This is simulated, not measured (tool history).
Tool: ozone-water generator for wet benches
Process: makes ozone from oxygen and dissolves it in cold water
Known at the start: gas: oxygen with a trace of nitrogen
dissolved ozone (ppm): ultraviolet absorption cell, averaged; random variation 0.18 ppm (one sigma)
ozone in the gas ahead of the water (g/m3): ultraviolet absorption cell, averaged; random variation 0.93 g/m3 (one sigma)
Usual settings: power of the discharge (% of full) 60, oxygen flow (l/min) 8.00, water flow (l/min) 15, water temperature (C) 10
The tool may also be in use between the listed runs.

run	hour	power of the discharge (% of full)	oxygen flow (l/min)	water flow (l/min)	water temperature (C)	dissolved ozone (ppm)	ozone in the gas ahead of the water (g/m3)
1	0.0	60	8.00	15	10	23.0	152.1
2	37.6	60	8.00	15	10	23.3	152.3
3	77.5	60	8.00	15	10	22.8	153.2
4	111.4	60	8.00	21	10	18.4	152.8
5	139.6	49	8.00	15	10	20.1	133.5
6	156.2	52	8.00	15	10	20.6	140.0
7	182.0	60	8.00	15	10	22.4	153.0
8	215.3	60	8.00	15	10	22.9	151.7
9	249.8	60	14.39	15	10	23.5	125.2
10	274.8	60	14.39	15	10	23.2	125.9
11	309.9	60	14.39	15	10	23.3	125.5
12	343.0	60	14.39	15	10	23.3	125.3
13	364.9	54	8.00	22	10	16.2	142.5
14	390.5	54	8.00	22	10	16.2	142.7
15	418.3	60	8.00	14	9	23.9	151.3
16	445.2	75	7.42	14	9	27.4	182.7
17	485.6	75	7.42	14	9	27.3	182.3
18	522.7	75	4.57	15	9	24.0	211.0
19	539.5	75	4.57	15	9	24.1	209.8
20	556.3	91	10.38	15	10	30.5	182.3
21	583.0	60	4.45	11	6	27.1	184.1
22	620.5	60	8.00	15	5	24.8	151.8
23	642.6	88	12.91	15	16	26.0	165.9

Some steps in dissolved ozone (ppm) between neighbouring runs. How much of each would the tool show without its hidden state too (settings, what came in, random variation), and how much is left for the hidden state, with any gauge scatter that isn't in both results?
The hidden state here: yield of the discharge, % of new electrodes'; contactor's efficiency, % of a clean one's; true water temperature over the reading, C; drift of the gauge itself on ozone_ppm, %; drift of the gauge itself on gas_g_m3, %.
Run 12 -> 13: power of the discharge (% of full) 60 -> 54, oxygen flow (l/min) 14.39 -> 8.00, water flow (l/min) 15 -> 22. dissolved ozone (ppm) -7.1: hidden state +0.7, all else -7.8.
Run 14 -> 15: power of the discharge (% of full) 54 -> 60, water flow (l/min) 22 -> 14, water temperature (C) 10 -> 9. dissolved ozone (ppm) +7.7: hidden state -0.8, all else +8.5.
Run 19 -> 20: power of the discharge (% of full) 75 -> 91, oxygen flow (l/min) 4.57 -> 10.38, water temperature (C) 9 -> 10. dissolved ozone (ppm) +6.4: hidden state -0.9, all else +7.3.
